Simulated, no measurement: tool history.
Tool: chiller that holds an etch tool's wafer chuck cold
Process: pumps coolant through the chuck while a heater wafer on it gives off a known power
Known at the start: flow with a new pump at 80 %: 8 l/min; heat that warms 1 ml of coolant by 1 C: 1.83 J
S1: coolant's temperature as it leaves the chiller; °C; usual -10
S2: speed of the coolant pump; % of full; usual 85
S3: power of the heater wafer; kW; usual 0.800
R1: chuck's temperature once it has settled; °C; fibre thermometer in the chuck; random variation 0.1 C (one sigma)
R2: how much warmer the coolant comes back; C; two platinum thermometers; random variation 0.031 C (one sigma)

| run | hour | S1 | S2 | S3 | R1 | R2 |
|---|---|---|---|---|---|---|
| 1 | 0.0 | -10 | 85 | 0.800 | -0.7 | 3.10 |
| 2 | 139.6 | -10 | 85 | 0.800 | -0.5 | 3.04 |
| 3 | 300.2 | -10 | 85 | 0.800 | -0.4 | 3.05 |
| 4 | 402.1 | -10 | 85 | 0.800 | -0.7 | 3.08 |
| 5 | 551.5 | -10 | 85 | 0.800 | -0.5 | 3.10 |
| 6 | 635.7 | -10 | 85 | 0.800 | -0.5 | 2.99 |
| 7 | 728.3 | -10 | 85 | 0.800 | -0.6 | 2.98 |
| 8 | 823.3 | -10 | 85 | 0.800 | -0.6 | 3.04 |
| 9 | 958.3 | -10 | 85 | 0.800 | -0.5 | 3.09 |
| 10 | 1115.7 | -10 | 85 | 0.800 | -0.6 | 3.10 |
| 11 | 1263.1 | -7 | 98 | 0.590 | -0.6 | 1.99 |
| 12 | 1426.1 | -8 | 76 | 0.626 | -0.1 | 2.66 |
| 13 | 1516.0 | -8 | 76 | 0.626 | 0.1 | 2.71 |
| 14 | 1658.9 | -8 | 90 | 0.444 | -2.9 | 1.62 |
| 15 | 1772.5 | -18 | 96 | 1.003 | -7.0 | 3.38 |
| 16 | 1847.2 | -18 | 96 | 1.003 | -7.1 | 3.36 |
| 17 | 1914.8 | -18 | 96 | 1.003 | -7.1 | 3.38 |

Taken out of this log: 2 entries between the listed runs. Where each belongs, and how the hidden state differs across it:
Between runs 3 and 4: chiller's thermometer calibrated (hour 391.7)
  no hidden state differs between the two runs
Between runs 11 and 12: coolant changed, channels flushed (hour 1307.7)
  heat passed by the chuck's channels, % of clean ones': 99.8 -> 100
